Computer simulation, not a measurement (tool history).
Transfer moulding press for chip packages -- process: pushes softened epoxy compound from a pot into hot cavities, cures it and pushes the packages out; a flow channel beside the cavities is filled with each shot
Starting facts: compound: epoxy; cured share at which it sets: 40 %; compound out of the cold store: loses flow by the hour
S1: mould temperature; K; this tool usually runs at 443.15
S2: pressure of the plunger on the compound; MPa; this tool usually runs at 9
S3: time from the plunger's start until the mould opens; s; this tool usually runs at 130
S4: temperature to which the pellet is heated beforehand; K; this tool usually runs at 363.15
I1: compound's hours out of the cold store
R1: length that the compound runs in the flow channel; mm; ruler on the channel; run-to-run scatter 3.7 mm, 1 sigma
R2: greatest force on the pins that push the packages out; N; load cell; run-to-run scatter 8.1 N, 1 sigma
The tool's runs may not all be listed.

run 1 hour=0 | S1=443.15 S2=9 S3=130 S4=363.15 | I1=23.5 | R1=664 R2=498
-- hour=59.7 cavities cleaned with cleaning compound and waxed
run 2 hour=87.5 | S1=443.15 S2=10.77 S3=130 S4=363.15 | I1=24.5 | R1=722 R2=468
-- hour=159.1 cavities cleaned with cleaning compound and waxed
run 3 hour=185 | S1=443.15 S2=10.77 S3=130 S4=363.15 | I1=28.5 | R1=689 R2=469
run 4 hour=240.2 | S1=443.15 S2=10.77 S3=130 S4=363.15 | I1=39.1 | R1=656 R2=578
-- hour=261.2 cavities cleaned with cleaning compound and waxed
-- hour=284.5 plunger's sealing rings changed
run 5 hour=301.2 | S1=443.15 S2=10.77 S3=130 S4=363.15 | I1=39.4 | R1=676 R2=503
run 6 hour=343.4 | S1=443.15 S2=9 S3=123 S4=363.15 | I1=40.2 | R1=613 R2=588
-- hour=368 cavities cleaned with cleaning compound and waxed
run 7 hour=437.2 | S1=443.15 S2=9 S3=123 S4=363.15 | I1=35.1 | R1=622 R2=612
-- hour=470.6 cavities cleaned with cleaning compound and waxed
run 8 hour=497 | S1=443.15 S2=9 S3=123 S4=363.15 | I1=33.6 | R1=626 R2=489
-- hour=569.6 cavities cleaned with cleaning compound and waxed
run 9 hour=572.6 | S1=443.15 S2=9 S3=123 S4=363.15 | I1=36.6 | R1=616 R2=366
run 10 hour=639.8 | S1=450.15 S2=10.64 S3=156 S4=356.15 | I1=34 | R1=658 R2=562
-- hour=648.9 mould's thermocouples calibrated
-- hour=675.1 cavities cleaned with cleaning compound and waxed
run 11 hour=721 | S1=442.15 S2=9 S3=114 S4=357.15 | I1=43.8 | R1=587 R2=601
-- hour=737.3 plunger's sealing rings changed
-- hour=777.5 cavities cleaned with cleaning compound and waxed
run 12 hour=784.7 | S1=442.15 S2=9 S3=114 S4=357.15 | I1=42.4 | R1=606 R2=435
run 13 hour=829 | S1=443.15 S2=8.85 S3=161 S4=363.15 | I1=23.5 | R1=661 R2=510
-- hour=879.9 cavities cleaned with cleaning compound and waxed
run 14 hour=898.1 | S1=443.15 S2=8.85 S3=161 S4=363.15 | I1=18.4 | R1=680 R2=409
run 15 hour=954.9 | S1=440.15 S2=8.85 S3=145 S4=363.15 | I1=15.8 | R1=693 R2=608
-- hour=979.7 cavities cleaned with cleaning compound and waxed
run 16 hour=1044.5 | S1=443.15 S2=10.36 S3=130 S4=363.15 | I1=21.4 | R1=710 R2=567
-- hour=1083.5 cavities cleaned with cleaning compound and waxed
run 17 hour=1149.9 | S1=445.15 S2=7.63 S3=141 S4=363.15 | I1=40.7 | R1=544 R2=541
-- hour=1180.3 plunger's sealing rings changed
-- hour=1189.3 cavities cleaned with cleaning compound and waxed
run 18 hour=1224.7 | S1=445.15 S2=7.63 S3=167 S4=362.15 | I1=14.7 | R1=636 R2=486

Branching from run 18: 3 alternative next runs. What would each branch give?
-- hour=1294.6 cavities cleaned with cleaning compound and waxed
run A hour=1311.7 | S1=441.15 S2=9 S3=115 S4=363.15 | I1=41.8 | R1=? R2=?
-- hour=1294.6 cavities cleaned with cleaning compound and waxed
run B hour=1311.7 | S1=445.15 S2=7.63 S3=153 S4=362.15 | I1=27.8 | R1=? R2=?
-- hour=1294.6 cavities cleaned with cleaning compound and waxed
run C hour=1311.7 | S1=440.15 S2=7.63 S3=138 S4=362.15 | I1=27.8 | R1=? R2=?

run=A R1=610 R2=512
run=B R1=600 R2=399
run=C R1=608 R2=458
Without the tool's unlogged condition, the same runs would have read:
run=A R1=614 R2=394
run=B R1=604 R2=325
run=C R1=611 R2=361
